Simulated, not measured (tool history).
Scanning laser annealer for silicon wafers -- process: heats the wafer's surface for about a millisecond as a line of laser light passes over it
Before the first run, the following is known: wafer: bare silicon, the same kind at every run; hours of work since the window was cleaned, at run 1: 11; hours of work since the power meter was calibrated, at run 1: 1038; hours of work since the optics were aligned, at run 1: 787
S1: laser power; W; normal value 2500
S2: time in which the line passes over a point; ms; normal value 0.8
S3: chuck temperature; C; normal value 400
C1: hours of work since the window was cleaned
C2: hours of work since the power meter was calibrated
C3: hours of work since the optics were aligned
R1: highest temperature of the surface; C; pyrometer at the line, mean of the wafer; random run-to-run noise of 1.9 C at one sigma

run,hour,S1,S2,S3,C1,C2,C3,R1
1,0,2500,0.8,400,11,1038,787,1160
2,69.8,2500,0.8,400,56,1083,832,1154
3,135.1,2500,0.8,408,99,1125,875,1165
4,207.6,2500,0.8,408,146,1172,922,1164
5,266.2,2500,0.8,408,184,1210,960,1158
6,329.6,2500,0.8,408,225,1251,1001,1157
7,377.8,2500,0.8,393,256,1283,1032,1140
8,424.8,2500,0.8,393,286,1313,1062,1141
9,479.9,2500,0.8,393,322,1349,1098,1138
10,523.2,2500,0.8,393,350,1377,1126,1141
11,598.8,2500,0.685,393,399,1426,1175,1074
12,669.7,2500,0.685,393,445,1472,1221,1072
13,728.3,2500,0.574,393,483,1510,1259,1004
14,815.1,2661,0.8,400,539,1566,1315,1184
15,886.7,2500,0.8,382,586,1612,1362,1118
16,958.2,2500,0.8,382,632,1659,1408,1118
17,1013.2,2500,0.955,400,668,1694,1444,1210
# hour 1046.2: window over the wafer cleaned
18,1089.1,2738,0.8,415,28,1742,1492,1233
19,1174.9,2738,0.8,415,83,1798,1547,1230
20,1244.5,2738,0.8,364,128,1843,1592,1172
21,1311.3,2340,0.751,417,172,1886,1636,1094
22,1414.2,2485,0.823,400,238,1953,1702,1150
23,1480.4,2682,0.818,400,281,1996,1745,1202
# hour 1535.2: optics aligned, line set to its width
24,1561.7,2682,0.818,400,331,2045,17,1213
25,1642.7,2534,0.596,400,383,2098,70,1040
26,1746.5,2500,0.8,371,451,2165,137,1119
27,1812.3,2153,0.701,363,493,2208,180,964
28,1882.8,2153,0.701,406,539,2253,225,1005
29,1972.9,2747,0.701,406,597,2312,284,1159

Each row is a separate what-if for the run after 29, all from the same tool condition, not one after another. Results?
A,2075.3,2510,0.847,400,664,2378,350,?
B,2075.3,2286,0.736,424,664,2378,350,?
C,2075.3,2134,0.826,381,664,2378,350,?
D,2075.3,2166,0.874,411,664,2378,350,?
E,2075.3,2500,0.759,374,664,2378,350,?

run,R1
A,1166
B,1071
C,1031
D,1090
E,1090
With the hidden condition removed and each run's random variation left untouched, the same runs would have given:
run,R1
A,1191
B,1092
C,1052
D,1112
E,1113

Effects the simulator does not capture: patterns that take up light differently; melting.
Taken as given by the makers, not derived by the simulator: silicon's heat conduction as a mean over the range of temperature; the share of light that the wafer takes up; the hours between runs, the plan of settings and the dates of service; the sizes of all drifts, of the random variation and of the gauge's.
